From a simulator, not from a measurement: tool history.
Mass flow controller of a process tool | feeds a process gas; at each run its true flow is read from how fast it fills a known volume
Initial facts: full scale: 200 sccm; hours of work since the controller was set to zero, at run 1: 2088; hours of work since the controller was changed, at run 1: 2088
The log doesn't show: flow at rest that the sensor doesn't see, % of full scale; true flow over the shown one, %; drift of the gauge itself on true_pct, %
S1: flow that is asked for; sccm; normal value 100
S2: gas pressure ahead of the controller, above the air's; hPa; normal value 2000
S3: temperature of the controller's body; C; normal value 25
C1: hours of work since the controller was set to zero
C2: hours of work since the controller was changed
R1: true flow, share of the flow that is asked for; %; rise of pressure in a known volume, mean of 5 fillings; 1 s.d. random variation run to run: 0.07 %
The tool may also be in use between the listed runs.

run 1 hour=0 | S1=100 S2=2000 S3=25 | C1=2088 C2=2088 | R1=99.04
run 2 hour=77.6 | S1=100 S2=2000 S3=25 | C1=2135 C2=2135 | R1=99.17
run 3 hour=204.8 | S1=100 S2=2000 S3=25 | C1=2211 C2=2211 | R1=99.16
run 4 hour=346.1 | S1=100 S2=2000 S3=25 | C1=2296 C2=2296 | R1=99.32
run 5 hour=451.1 | S1=100 S2=2000 S3=25 | C1=2359 C2=2359 | R1=99.27
run 6 hour=630.7 | S1=100 S2=2000 S3=25 | C1=2467 C2=2467 | R1=99.42
run 7 hour=818.3 | S1=34 S2=2000 S3=25 | C1=2580 C2=2580 | R1=98.8
run 8 hour=1007.1 | S1=34 S2=2000 S3=25 | C1=2693 C2=2693 | R1=99.07
run 9 hour=1109.6 | S1=34 S2=2000 S3=25 | C1=2755 C2=2755 | R1=99.14
run 10 hour=1199.9 | S1=100 S2=2170 S3=24 | C1=2809 C2=2809 | R1=99.84
run 11 hour=1289.4 | S1=45 S2=1730 S3=39 | C1=2863 C2=2863 | R1=98.77
run 12 hour=1404.3 | S1=45 S2=1730 S3=39 | C1=2932 C2=2932 | R1=98.77
run 13 hour=1581.6 | S1=100 S2=1830 S3=32 | C1=3038 C2=3038 | R1=99.84
run 14 hour=1725.6 | S1=100 S2=1830 S3=32 | C1=3125 C2=3125 | R1=99.94

For run 15, what comes out?
run 15 hour=1890.7 | S1=100 S2=1830 S3=32 | C1=3224 C2=3224 | R1=?

{"run 15": {"R1": 99.9}}
On a tool with no hidden condition, and with the same random variation, this run would have come out at R1 98.73 %.

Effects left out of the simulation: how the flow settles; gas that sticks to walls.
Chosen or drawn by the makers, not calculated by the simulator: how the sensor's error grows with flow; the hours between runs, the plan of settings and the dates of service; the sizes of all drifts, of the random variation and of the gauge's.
